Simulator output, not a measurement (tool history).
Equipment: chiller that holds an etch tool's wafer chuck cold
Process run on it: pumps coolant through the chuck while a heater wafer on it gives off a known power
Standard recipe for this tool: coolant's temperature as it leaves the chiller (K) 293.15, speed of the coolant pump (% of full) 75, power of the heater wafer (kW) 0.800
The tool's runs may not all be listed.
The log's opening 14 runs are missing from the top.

| run | hour | coolant's temperature as it leaves the chiller (K) | speed of the coolant pump (% of full) | power of the heater wafer (kW) | chuck's temperature once it has settled (K) | how much warmer the coolant comes back (C) |
|---|---|---|---|---|---|---|
| 15 | 908.9 | 293.15 | 81 | 0.796 | 300.15 | 2.73 |
| 16 | 985.9 | 293.15 | 81 | 0.796 | 300.25 | 2.68 |
| 17 | 1045.8 | 288.15 | 81 | 0.796 | 295.05 | 2.69 |
| 18 | 1092.9 | 298.15 | 75 | 0.705 | 304.85 | 2.63 |
| 19 | 1154.5 | 301.15 | 68 | 0.769 | 309.05 | 3.17 |
| 20 | 1204.2 | 301.15 | 68 | 0.769 | 309.15 | 3.17 |
| 21 | 1273.3 | 301.15 | 66 | 0.580 | 307.55 | 2.48 |
| 22 | 1331.6 | 301.15 | 66 | 0.580 | 307.75 | 2.44 |
| 23 | 1370.2 | 293.15 | 98 | 0.510 | 297.35 | 1.45 |
| 24 | 1410.5 | 289.15 | 74 | 0.400 | 293.45 | 1.49 |
| 25 | 1490.6 | 291.15 | 79 | 0.626 | 297.05 | 2.18 |
| 26 | 1576.2 | 291.15 | 79 | 0.626 | 297.05 | 2.17 |
| 27 | 1627.7 | 293.15 | 75 | 0.635 | 299.75 | 2.36 |
| 28 | 1696.9 | 293.15 | 75 | 0.635 | 299.45 | 2.39 |
| 29 | 1766.2 | 293.15 | 75 | 0.635 | 299.55 | 2.33 |
|  | 1802.5 | chiller's thermometer calibrated |
| 30 | 1821.5 | 293.15 | 75 | 0.635 | 298.85 | 2.37 |

Run 31 comes next. What will it give?
| 31 | 1895.5 | 293.15 | 75 | 0.800 | ? | ? |

Logged for run 31: chuck's temperature once it has settled (K) 300.15, how much warmer the coolant comes back (C) 3.07.
Take away the tool's hidden state, keep the run-to-run variation as it was, and the same run would have given chuck's temperature once it has settled (K) 299.65, how much warmer the coolant comes back (C) 2.94.
